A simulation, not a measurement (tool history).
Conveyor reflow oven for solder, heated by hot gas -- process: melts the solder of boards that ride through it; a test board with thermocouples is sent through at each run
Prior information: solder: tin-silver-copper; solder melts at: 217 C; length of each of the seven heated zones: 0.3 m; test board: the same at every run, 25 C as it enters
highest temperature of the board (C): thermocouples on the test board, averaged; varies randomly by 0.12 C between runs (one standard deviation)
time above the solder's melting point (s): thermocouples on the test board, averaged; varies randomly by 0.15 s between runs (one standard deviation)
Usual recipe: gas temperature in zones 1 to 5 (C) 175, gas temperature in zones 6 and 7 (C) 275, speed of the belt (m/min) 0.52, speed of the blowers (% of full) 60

run    hour  gas temperature in zones 1 to 5 (C)  gas temperature in zones 6 and 7 (C)  speed of the belt (m/min)  speed of the blowers (% of full)  highest temperature of the board (C)  time above the solder's melting point (s)
  1       0                                  175                                   275                       0.52                                60                                   255                                       54.1
  2    40.6                                  175                                   275                       0.52                                80                                   261                                       58.5
  3      81                                  175                                   275                       0.52                                80                                   261                                       58.5
  4   153.4                                  175                                   275                       0.52                                80                                 261.1                                         58
  5   239.3                                  175                                   268                       0.52                                60                                 249.1                                       49.7
  6   307.1                                  175                                   268                       0.52                                60                                 249.2                                       49.9
  7   375.5                                  175                                   268                       0.52                                60                                 249.3                                       49.5
      404.8  -- flux residue cleaned out of gas plates and filters
  8   433.2                                  175                                   275                       0.52                                60                                 254.6                                       53.7
  9   477.3                                  175                                   268                       0.52                                60                                 248.8                                       49.3
 10     553                                  175                                   275                      0.616                                60                                 247.1                                       39.1
 11   637.1                                  175                                   275                      0.616                                60                                 247.1                                       39.5
 12   723.1                                  175                                   272                      0.616                                60                                 244.8                                       37.4
 13   781.8                                  173                                   272                      0.616                                65                                 246.3                                       38.3
      848.5  -- flux residue cleaned out of gas plates and filters
 14   862.1                                  184                                   283                       0.55                                83                                 269.8                                         62
      949.7  -- flux residue cleaned out of gas plates and filters, once more
 15   957.3                                  175                                   266                       0.52                                64                                 250.1                                       51.3
 16    1002                                  162                                   279                      0.618                                63                                 250.8                                       38.8
 17  1047.2                                  162                                   279                      0.618                                63                                 250.5                                       38.6
 18  1110.5                                  162                                   279                      0.618                                63                                 250.4                                       38.5
 19  1184.8                                  165                                   287                      0.435                                56                                 270.3                                       72.3
 20  1276.2                                  175                                   285                      0.539                                71                                 267.3                                       59.2
 21  1359.8                                  175                                   275                      0.552                                71                                 257.8                                       52.8
     1391.9  -- flux residue cleaned out of gas plates and filters
 22  1421.5                                  186                                   275                      0.612                                53                                 249.6                                       44.7
 23  1497.7                                  175                                   289                       0.51                                71                                 273.4                                       65.8

For some of the steps in highest temperature of the board (C) from one run to the next: how much would appear even if the tool had no hidden state, given the settings, what came in and random variation, and how much remains for the hidden state plus any gauge scatter that the measured result and the result without hidden state don't share?
The tool's hidden condition here consists of: heat that the gas passes to the board, % of a clean oven's; belt's true speed, % of the reading; true gas temperature in zones 6 and 7 over the reading, C; drift of the gauge itself on peak_c, C; drift of the gauge itself on liquid_s, %.
Run 13 -> 14: gas temperature in zones 1 to 5 (C) 173 -> 184, gas temperature in zones 6 and 7 (C) 272 -> 283, speed of the belt (m/min) 0.616 -> 0.55, speed of the blowers (% of full) 65 -> 83, flux residue cleaned out of gas plates and filters. highest temperature of the board (C) +23.5: hidden state +1.9, all else +21.6.
Run 21 -> 22: gas temperature in zones 1 to 5 (C) 175 -> 186, speed of the belt (m/min) 0.552 -> 0.612, speed of the blowers (% of full) 71 -> 53, flux residue cleaned out of gas plates and filters. highest temperature of the board (C) -8.2: hidden state +0.7, all else -8.9.
Run 22 -> 23: gas temperature in zones 1 to 5 (C) 186 -> 175, gas temperature in zones 6 and 7 (C) 275 -> 289, speed of the belt (m/min) 0.612 -> 0.51, speed of the blowers (% of full) 53 -> 71. highest temperature of the board (C) +23.8: hidden state +0, all else +23.8.
